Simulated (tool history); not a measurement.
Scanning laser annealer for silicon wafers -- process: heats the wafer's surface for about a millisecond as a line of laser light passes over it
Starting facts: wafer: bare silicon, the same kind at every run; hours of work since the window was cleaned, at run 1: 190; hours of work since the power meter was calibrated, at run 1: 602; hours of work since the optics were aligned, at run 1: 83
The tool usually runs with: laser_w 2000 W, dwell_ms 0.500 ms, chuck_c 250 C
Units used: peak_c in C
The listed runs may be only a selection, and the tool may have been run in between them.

run	day	laser_w	dwell_ms	chuck_c	hours of work since the window was cleaned	hours of work since the power meter was calibrated	hours of work since the optics were aligned	peak_c
1	0.000	2000	0.500	250	190	602	83	1090
2	1.579	2000	0.500	271	214	625	106	1111
3	2.404	2000	0.500	271	226	637	119	1110
4	3.904	2000	0.500	271	248	659	141	1109
5	5.158	2000	0.500	288	266	678	159	1125
6	6.088	2000	0.500	250	280	692	173	1085
7	7.638	2000	0.500	250	303	715	196	1084
8	8.333	2000	0.500	250	313	725	206	1085
9	9.162	2000	0.500	250	326	737	218	1085
10	10.558	2000	0.392	250	346	758	239	984
11	11.588	2113	0.500	250	361	773	254	1136
12	12.421	2113	0.500	250	374	785	266	1137
13	13.938	2113	0.500	250	396	808	289	1136
14	15.138	2000	0.500	221	414	825	307	1051
15	16.646	2000	0.500	221	436	848	329	1053
16	17.825	2000	0.500	244	454	865	346	1076
17	19.525	2000	0.500	244	479	890	371	1073
18	20.254	2000	0.500	244	489	901	382	1072
19	21.858	2000	0.500	286	513	924	406	1112
20	22.588	2000	0.500	250	524	935	417	1079
21	23.708	2000	0.500	223	540	952	433	1049
22	24.625	2000	0.500	223	554	965	447	1050
23	25.904	2194	0.367	263	573	984	466	1043
24	26.800	2008	0.469	224	586	997	479	1026
25	27.658	2008	0.597	252	599	1010	491	1160
26	28.996	2008	0.597	252	618	1030	511	1158
27	29.733	2008	0.597	252	629	1041	522	1155
28	30.533	2171	0.445	250	641	1053	534	1100
29	31.783	1976	0.533	277	660	1071	552	1119
30	32.721	2127	0.371	212	674	1085	566	969

Run 31 has not been measured yet. What should we expect?
31	33.412	1715	0.434	250	684	1095	576	?

Run 31 came out at peak_c 895 C.
Minus the tool's unlogged condition, the same run would have read peak_c 917 C.
